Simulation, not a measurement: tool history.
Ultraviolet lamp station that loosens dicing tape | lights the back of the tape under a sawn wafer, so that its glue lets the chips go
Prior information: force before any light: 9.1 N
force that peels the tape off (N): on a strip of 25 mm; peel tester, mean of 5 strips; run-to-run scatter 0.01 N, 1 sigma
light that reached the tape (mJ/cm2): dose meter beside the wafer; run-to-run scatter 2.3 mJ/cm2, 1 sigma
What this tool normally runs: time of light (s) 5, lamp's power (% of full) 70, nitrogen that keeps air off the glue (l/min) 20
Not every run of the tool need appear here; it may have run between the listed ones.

run,day,time of light (s),lamp's power (% of full),nitrogen that keeps air off the glue (l/min),force that peels the tape off (N),light that reached the tape (mJ/cm2)
1,0.000,5,70,20,0.454,236
2,0.583,5,70,20,0.465,239
3,1.158,5,70,20,0.452,240
4,1.692,5,70,20,0.452,236
5,2.054,5,70,20,0.455,236
6,2.608,5,70,20,0.481,238
7,3.196,5,70,20,0.460,238
8,3.579,5,70,20,0.465,238
9,3.846,5,75,20,0.385,251
10,4.121,5,73,20,0.429,246
11,4.508,5,70,20,0.471,237
12,4.954,5,70,20,0.450,230
13,5.417,5,82,20,0.346,279
14,5.667,5,82,20,0.341,276
15,6.150,5,82,20,0.349,276
16,6.700,5,82,20,0.344,271
17,7.054,5,82,20,0.334,276
18,7.579,5,70,20,0.472,241
19,8.138,5,70,20,0.459,241
20,8.633,5,84,20,0.314,282
21,8.921,5,70,20,0.469,240
22,9.496,5,70,20,0.457,239
23,10.067,3,70,9,1.620,145
24,10.446,6,70,20,0.313,284
25,10.733,5,70,12,0.554,232
26,11.042,5,70,10,0.643,237

Expected results for the next run?
27,11.408,4,63,20,?,?

{"run 27": {"force that peels the tape off (N)": 0.933, "light that reached the tape (mJ/cm2)": 169}}
Without the tool's hidden state the same run would have given force that peels the tape off (N) 0.927, light that reached the tape (mJ/cm2) 170.

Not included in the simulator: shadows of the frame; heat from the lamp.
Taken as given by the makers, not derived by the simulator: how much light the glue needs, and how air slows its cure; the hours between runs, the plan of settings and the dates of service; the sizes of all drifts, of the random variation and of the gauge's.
